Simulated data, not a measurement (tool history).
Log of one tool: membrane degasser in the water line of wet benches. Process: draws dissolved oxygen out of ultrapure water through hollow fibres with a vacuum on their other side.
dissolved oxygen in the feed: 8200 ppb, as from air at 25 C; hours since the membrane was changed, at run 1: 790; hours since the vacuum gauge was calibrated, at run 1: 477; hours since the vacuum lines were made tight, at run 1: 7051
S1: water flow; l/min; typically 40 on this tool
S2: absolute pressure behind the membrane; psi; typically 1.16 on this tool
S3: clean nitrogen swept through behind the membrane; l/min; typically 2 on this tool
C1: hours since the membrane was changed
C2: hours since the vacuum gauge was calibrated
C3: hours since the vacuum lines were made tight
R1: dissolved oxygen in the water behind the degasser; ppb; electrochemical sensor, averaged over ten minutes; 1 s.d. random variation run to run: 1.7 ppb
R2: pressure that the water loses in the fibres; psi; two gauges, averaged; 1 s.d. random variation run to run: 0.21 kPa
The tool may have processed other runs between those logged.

run 1 day=0 | S1=40 S2=1.16 S3=2 | C1=790 C2=477 C3=7051 | R1=212.7 R2=6.892
run 2 day=1.775 | S1=40 S2=2.157 S3=2 | C1=832 C2=519 C3=7094 | R1=500.3 R2=6.917
run 3 day=2.708 | S1=40 S2=2.366 S3=2 | C1=855 C2=542 C3=7116 | R1=553.1 R2=6.918
run 4 day=4.05 | S1=40 S2=2.366 S3=2 | C1=887 C2=574 C3=7149 | R1=551.8 R2=6.931
run 5 day=5.842 | S1=45 S2=1.16 S3=2 | C1=930 C2=617 C3=7191 | R1=237.1 R2=7.847
run 6 day=7.225 | S1=45 S2=1.16 S3=2 | C1=963 C2=650 C3=7225 | R1=238.4 R2=7.832
run 7 day=8.725 | S1=45 S2=1.16 S3=2 | C1=999 C2=686 C3=7261 | R1=236.7 R2=7.757
run 8 day=10.358 | S1=50 S2=1.16 S3=2 | C1=1038 C2=725 C3=7300 | R1=262.6 R2=8.75
run 9 day=11.942 | S1=50 S2=1.16 S3=2 | C1=1077 C2=763 C3=7338 | R1=260.6 R2=8.75
run 10 day=13.825 | S1=50 S2=1.16 S3=2 | C1=1122 C2=809 C3=7383 | R1=258.3 R2=8.753
run 11 day=14.779 | S1=40 S2=1.45 S3=2 | C1=1145 C2=832 C3=7406 | R1=300.2 R2=7
run 12 day=16.396 | S1=40 S2=1.16 S3=2 | C1=1183 C2=870 C3=7445 | R1=213.1 R2=6.991
run 13 day=17.658 | S1=40 S2=1.16 S3=2 | C1=1214 C2=901 C3=7475 | R1=213.3 R2=7.047
run 14 day=19.433 | S1=40 S2=1.16 S3=2 | C1=1256 C2=943 C3=7518 | R1=215.3 R2=6.969
run 15 day=20.275 | S1=40 S2=1.16 S3=2 | C1=1276 C2=963 C3=7538 | R1=212.1 R2=7.017
run 16 day=21.504 | S1=40 S2=1.16 S3=2 | C1=1306 C2=993 C3=7567 | R1=212.7 R2=6.984
run 17 day=23.029 | S1=40 S2=1.16 S3=1.36 | C1=1343 C2=1030 C3=7604 | R1=292.4 R2=7.018
run 18 day=24.142 | S1=40 S2=1.16 S3=1.36 | C1=1369 C2=1056 C3=7631 | R1=294.3 R2=7.056
run 19 day=25.1 | S1=28 S2=0.73 S3=5.02 | C1=1392 C2=1079 C3=7654 | R1=25.6 R2=4.921
run 20 day=25.883 | S1=36 S2=1.54 S3=5.02 | C1=1411 C2=1098 C3=7672 | R1=130.4 R2=6.347
run 21 day=26.654 | S1=52 S2=0.798 S3=1.97 | C1=1430 C2=1117 C3=7691 | R1=137.5 R2=9.132
run 22 day=27.575 | S1=52 S2=0.798 S3=5.01 | C1=1452 C2=1139 C3=7713 | R1=66.4 R2=9.204
run 23 day=28.475 | S1=40 S2=1.107 S3=2 | C1=1473 C2=1160 C3=7735 | R1=198.1 R2=7.02
run 24 day=29.725 | S1=46 S2=2.289 S3=5.06 | C1=1503 C2=1190 C3=7765 | R1=266.3 R2=8.028
run 25 day=31.092 | S1=46 S2=2.289 S3=5.06 | C1=1536 C2=1223 C3=7798 | R1=272.1 R2=8.153
run 26 day=32.767 | S1=52 S2=2.25 S3=5.06 | C1=1576 C2=1263 C3=7838 | R1=295.3 R2=9.258
run 27 day=34.517 | S1=46 S2=0.769 S3=2.89 | C1=1618 C2=1305 C3=7880 | R1=82 R2=8.192
run 28 day=35.858 | S1=54 S2=2.899 S3=1.66 | C1=1650 C2=1337 C3=7912 | R1=1043 R2=9.546
run 29 day=37.708 | S1=54 S2=2.899 S3=1.66 | C1=1695 C2=1382 C3=7956 | R1=1040.5 R2=9.571
-- day=38.521 gauge calibrated
run 30 day=39.058 | S1=54 S2=2.899 S3=1.66 | C1=1727 C2=1414 C3=7989 | R1=1028.1 R2=9.327
run 31 day=40.654 | S1=54 S2=0.943 S3=1.25 | C1=1766 C2=1453 C3=8027 | R1=281.9 R2=9.338
run 32 day=42.342 | S1=55 S2=0.796 S3=0.98 | C1=1806 C2=1493 C3=8067 | R1=241.8 R2=9.597
run 33 day=43.829 | S1=55 S2=0.796 S3=5.51 | C1=1842 C2=1529 C3=8103 | R1=66.8 R2=9.509

Alternative continuations, all from the tool just after run 33; predict every row:
run A day=45.304 | S1=55 S2=1.184 S3=3.43 | C1=1877 C2=1564 C3=8139 | R1=? R2=?
run B day=45.304 | S1=55 S2=2.167 S3=2.95 | C1=1877 C2=1564 C3=8139 | R1=? R2=?
run C day=45.304 | S1=39 S2=1.16 S3=2 | C1=1877 C2=1564 C3=8139 | R1=? R2=?

run=A R1=190 R2=9.459
run=B R1=477.4 R2=9.567
run=C R1=206.7 R2=6.775
The same runs, with their run-to-run variation unchanged, on a tool lacking any hidden condition would have given:
run=A R1=189.8 R2=9.413
run=B R1=477.2 R2=9.519
run=C R1=206.5 R2=6.741
